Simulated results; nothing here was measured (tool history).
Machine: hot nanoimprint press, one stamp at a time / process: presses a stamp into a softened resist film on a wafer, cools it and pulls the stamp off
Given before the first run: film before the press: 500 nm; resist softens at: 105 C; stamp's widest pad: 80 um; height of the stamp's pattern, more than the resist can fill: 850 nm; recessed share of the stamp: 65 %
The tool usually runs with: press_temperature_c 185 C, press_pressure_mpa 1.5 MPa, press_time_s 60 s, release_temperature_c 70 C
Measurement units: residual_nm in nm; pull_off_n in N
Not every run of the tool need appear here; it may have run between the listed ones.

{"run": 1, "hour": 0.0, "press_temperature_c": 185, "press_pressure_mpa": 1.5, "press_time_s": 60, "release_temperature_c": 70, "residual_nm": 176.9, "pull_off_n": 146}
{"run": 2, "hour": 5.6, "press_temperature_c": 185, "press_pressure_mpa": 1.5, "press_time_s": 60, "release_temperature_c": 70, "residual_nm": 177.3, "pull_off_n": 148}
{"run": 3, "hour": 18.3, "press_temperature_c": 185, "press_pressure_mpa": 1.5, "press_time_s": 60, "release_temperature_c": 70, "residual_nm": 177.8, "pull_off_n": 146}
{"run": 4, "hour": 25.4, "press_temperature_c": 185, "press_pressure_mpa": 1.32, "press_time_s": 60, "release_temperature_c": 70, "residual_nm": 189.6, "pull_off_n": 145}
{"run": 5, "hour": 31.6, "press_temperature_c": 185, "press_pressure_mpa": 1.5, "press_time_s": 60, "release_temperature_c": 70, "residual_nm": 175.9, "pull_off_n": 146}
{"run": 6, "hour": 43.6, "press_temperature_c": 185, "press_pressure_mpa": 1.5, "press_time_s": 60, "release_temperature_c": 70, "residual_nm": 175.6, "pull_off_n": 139}
{"run": 7, "hour": 51.2, "press_temperature_c": 178, "press_pressure_mpa": 0.96, "press_time_s": 36, "release_temperature_c": 59, "residual_nm": 319.9, "pull_off_n": 157}
{"run": 8, "hour": 56.8, "press_temperature_c": 188, "press_pressure_mpa": 0.96, "press_time_s": 59, "release_temperature_c": 59, "residual_nm": 204.4, "pull_off_n": 160}
{"run": 9, "hour": 67.7, "press_temperature_c": 188, "press_pressure_mpa": 0.96, "press_time_s": 100, "release_temperature_c": 57, "residual_nm": 166.4, "pull_off_n": 163}
{"run": 10, "hour": 78.6, "press_temperature_c": 188, "press_pressure_mpa": 1.15, "press_time_s": 100, "release_temperature_c": 57, "residual_nm": 151.5, "pull_off_n": 154}
{"run": 11, "hour": 90.3, "press_temperature_c": 188, "press_pressure_mpa": 1.15, "press_time_s": 100, "release_temperature_c": 57, "residual_nm": 149.5, "pull_off_n": 159}
{"run": 12, "hour": 100.7, "press_temperature_c": 188, "press_pressure_mpa": 1.15, "press_time_s": 67, "release_temperature_c": 70, "residual_nm": 179, "pull_off_n": 149}

What if the next run were any one of these 3? Each begins from the tool's condition after run 12:
{"run": "A", "hour": 109.8, "press_temperature_c": 185, "press_pressure_mpa": 1.5, "press_time_s": 56, "release_temperature_c": 70, "residual_nm": "?", "pull_off_n": "?"}
{"run": "B", "hour": 109.8, "press_temperature_c": 183, "press_pressure_mpa": 1.15, "press_time_s": 67, "release_temperature_c": 70, "residual_nm": "?", "pull_off_n": "?"}
{"run": "C", "hour": 109.8, "press_temperature_c": 188, "press_pressure_mpa": 1.78, "press_time_s": 67, "release_temperature_c": 70, "residual_nm": "?", "pull_off_n": "?"}

run=A residual_nm=181.6 pull_off_n=141
run=B residual_nm=207.3 pull_off_n=152
run=C residual_nm=138.7 pull_off_n=147
Stripped of hidden state, with their random variation kept, the same runs would have yielded:
run=A residual_nm=181.4 pull_off_n=140
run=B residual_nm=207.1 pull_off_n=151
run=C residual_nm=138.6 pull_off_n=146
